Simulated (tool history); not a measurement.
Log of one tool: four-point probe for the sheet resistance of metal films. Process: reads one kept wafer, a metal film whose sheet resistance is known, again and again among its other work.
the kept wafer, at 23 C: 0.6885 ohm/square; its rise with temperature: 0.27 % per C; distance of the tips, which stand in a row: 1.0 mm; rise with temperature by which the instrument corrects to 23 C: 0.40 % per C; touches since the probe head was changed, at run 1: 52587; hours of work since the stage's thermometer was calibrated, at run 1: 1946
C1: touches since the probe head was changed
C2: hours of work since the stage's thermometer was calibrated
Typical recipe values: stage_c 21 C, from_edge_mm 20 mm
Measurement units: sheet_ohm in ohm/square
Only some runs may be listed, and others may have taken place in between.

Run 1, hour 0: usual settings; C1 52587; C2 1946. Result: sheet_ohm 0.694802 ohm/square.
Run 2, hour 43.3: usual settings; C1 54596; C2 1978. Result: sheet_ohm 0.695057 ohm/square.
Run 3, hour 114.2: usual settings but from_edge_mm 47 mm; C1 57882; C2 2031. Result: sheet_ohm 0.694366 ohm/square.
Run 4, hour 192.7: usual settings but stage_c 19 C; C1 61520; C2 2089. Result: sheet_ohm 0.69744 ohm/square.
Run 5, hour 238.8: usual settings but stage_c 19 C; C1 63660; C2 2123. Result: sheet_ohm 0.697149 ohm/square.
Run 6, hour 272.1: usual settings but stage_c 19 C; C1 65203; C2 2148. Result: sheet_ohm 0.697534 ohm/square.
Run 7, hour 340.8: usual settings but stage_c 19 C; C1 68388; C2 2199. Result: sheet_ohm 0.697632 ohm/square.
Run 8, hour 377.1: usual settings but from_edge_mm 14 mm; C1 70069; C2 2226. Result: sheet_ohm 0.696781 ohm/square.
Run 9, hour 444.2: usual settings but stage_c 23 C, from_edge_mm 19 mm; C1 73184; C2 2275. Result: sheet_ohm 0.694339 ohm/square.
Run 10, hour 516.1: usual settings but stage_c 30 C, from_edge_mm 4 mm; C1 76517; C2 2329. Result: sheet_ohm 0.709628 ohm/square.
At hour 523.4: stage's thermometer calibrated.
Run 11, hour 593.1: usual settings but stage_c 30 C, from_edge_mm 45 mm; C1 80063; C2 52. Result: sheet_ohm 0.688099 ohm/square.
Run 12, hour 632.3: usual settings but stage_c 26 C, from_edge_mm 15 mm; C1 81880; C2 81. Result: sheet_ohm 0.693396 ohm/square.
Run 13, hour 670.6: usual settings but from_edge_mm 57 mm; C1 83657; C2 109. Result: sheet_ohm 0.696248 ohm/square.
Run 14, hour 748.2: usual settings but stage_c 29 C, from_edge_mm 16 mm; C1 87251; C2 167. Result: sheet_ohm 0.690589 ohm/square.
At hour 797.3: stage's thermometer calibrated, once more.
Run 15, hour 811.5: usual settings but stage_c 20 C, from_edge_mm 4 mm; C1 90165; C2 11. Result: sheet_ohm 0.717725 ohm/square.

Branching from run 15: 5 alternative next runs. What would each branch give?
Run A, hour 847: usual settings but stage_c 20 C, from_edge_mm 4 mm; C1 91810; C2 37. Result: sheet_ohm ?.
Run B, hour 847: usual settings but stage_c 18 C, from_edge_mm 4 mm; C1 91810; C2 37. Result: sheet_ohm ?.
Run C, hour 847: usual settings but stage_c 20 C, from_edge_mm 33 mm; C1 91810; C2 37. Result: sheet_ohm ?.
Run D, hour 847: usual settings but from_edge_mm 35 mm; C1 91810; C2 37. Result: sheet_ohm ?.
Run E, hour 847: usual settings but stage_c 30 C, from_edge_mm 5 mm; C1 91810; C2 37. Result: sheet_ohm ?.

run  sheet_ohm
  A   0.717832
  B   0.719892
  C   0.695425
  D   0.695012
  E   0.700775
With the hidden condition removed and each run's random variation left untouched, the same runs would have given:
run  sheet_ohm
  A    0.71358
  B   0.715627
  C   0.691295
  D   0.690884
  E   0.696618
